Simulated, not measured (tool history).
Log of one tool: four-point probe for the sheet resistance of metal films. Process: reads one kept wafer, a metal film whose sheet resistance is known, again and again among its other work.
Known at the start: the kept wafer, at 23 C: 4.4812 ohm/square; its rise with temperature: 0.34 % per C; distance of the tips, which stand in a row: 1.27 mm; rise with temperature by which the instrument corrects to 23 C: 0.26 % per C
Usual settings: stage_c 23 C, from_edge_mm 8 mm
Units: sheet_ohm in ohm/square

| run | hour | stage_c | from_edge_mm | sheet_ohm |
|---|---|---|---|---|
| 1 | 0.0 | 23 | 8 | 4.554503 |
| 2 | 83.2 | 23 | 5 | 4.646823 |
| 3 | 219.2 | 23 | 5 | 4.649163 |
| 4 | 300.3 | 23 | 8 | 4.558552 |
| 5 | 442.5 | 23 | 8 | 4.560077 |
| 6 | 564.8 | 23 | 8 | 4.561240 |
| 7 | 667.8 | 23 | 8 | 4.562881 |
| 8 | 746.7 | 23 | 20 | 4.510654 |
| 9 | 824.4 | 23 | 20 | 4.512005 |
|  | 912.2 | stage's thermometer calibrated |
| 10 | 954.8 | 23 | 8 | 4.553028 |
| 11 | 1077.4 | 23 | 8 | 4.555321 |
| 12 | 1219.5 | 23 | 8 | 4.555788 |
| 13 | 1287.4 | 23 | 8 | 4.557275 |
| 14 | 1386.4 | 23 | 8 | 4.556608 |
| 15 | 1496.8 | 33 | 8 | 4.593945 |
| 16 | 1636.8 | 24 | 10 | 4.542361 |
| 17 | 1711.1 | 27 | 15 | 4.532047 |

Run 18 comes next. What will it give?
| 18 | 1805.9 | 20 | 26 | ? |

sheet_ohm: 4.496792 ohm/square
Without the tool's hidden state the same run would have given sheet_ohm 4.476067 ohm/square.
